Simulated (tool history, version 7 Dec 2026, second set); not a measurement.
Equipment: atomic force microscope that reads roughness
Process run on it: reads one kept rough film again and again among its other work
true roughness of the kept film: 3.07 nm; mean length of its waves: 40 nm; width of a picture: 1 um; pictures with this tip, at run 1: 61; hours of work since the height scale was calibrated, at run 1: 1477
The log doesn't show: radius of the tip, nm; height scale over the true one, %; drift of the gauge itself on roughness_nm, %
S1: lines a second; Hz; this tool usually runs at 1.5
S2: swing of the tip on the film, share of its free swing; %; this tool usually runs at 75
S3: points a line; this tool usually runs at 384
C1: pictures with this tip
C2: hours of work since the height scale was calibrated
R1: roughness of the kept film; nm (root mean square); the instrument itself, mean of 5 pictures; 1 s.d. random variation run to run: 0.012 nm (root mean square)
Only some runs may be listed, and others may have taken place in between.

run	hour	S1	S2	S3	C1	C2	R1
1	0	1.5	75	384	61	1477	2.547
# hour 45.4: new tip fitted
2	53.6	1.5	75	384	13	1516	2.709
3	106.2	1.5	75	384	93	1555	2.501
# hour 127.8: new tip fitted
4	157.9	1.5	75	384	46	1592	2.625
5	183.3	1.5	75	384	85	1611	2.495
6	208.5	1.5	75	384	123	1629	2.415
# hour 213.6: new tip fitted
7	236	1.5	75	384	34	1649	2.643
8	276.3	1.5	75	384	96	1679	2.49
# hour 296.8: new tip fitted
9	329.3	1.5	75	384	50	1717	2.609
10	375.8	1.5	66	384	120	1752	2.488
# hour 380.4: new tip fitted
11	403.4	1.61	75	384	35	1772	2.62
12	436.8	1.61	75	384	86	1796	2.469
# hour 464.8: new tip fitted
13	464.8	1.5	75	384	0	1816	2.75
14	512.3	1.5	75	384	72	1851	2.542
# hour 548.2: new tip fitted
15	554.9	1.5	75	384	10	1882	2.702
# hour 562.7: height scale calibrated on a step standard
16	587.7	0.94	75	384	59	18	2.681
# hour 632: new tip fitted
17	642.8	0.94	75	384	17	58	2.787
18	681.3	0.94	75	384	75	87	2.606
# hour 714.8: new tip fitted
19	721.6	0.57	75	384	10	116	2.844
20	774.4	0.57	75	384	90	155	2.602
# hour 799.2: new tip fitted
21	819.2	1.5	75	384	30	187	2.68
22	864.7	1.5	75	384	99	221	2.495
# hour 883.2: new tip fitted
23	897.1	1.5	75	384	21	244	2.696
24	920.4	1.5	75	384	57	261	2.623
# hour 968.5: new tip fitted
25	968.6	1.5	75	384	0	296	2.768
26	1010.3	1.5	75	384	64	327	2.584
27	1046.5	1.5	75	384	119	354	2.451
# hour 1050.8: new tip fitted
28	1076.7	1.32	66	384	39	375	2.717
29	1112.6	1.12	58	645	94	402	2.603

For run 30, what comes out?
# hour 1135.5: new tip fitted
30	1140.4	1.12	60	384	7	422	?

{"run 30": {"R1": 2.848}}
Without the tool's hidden state the same run would have given R1 2.881 nm (root mean square).
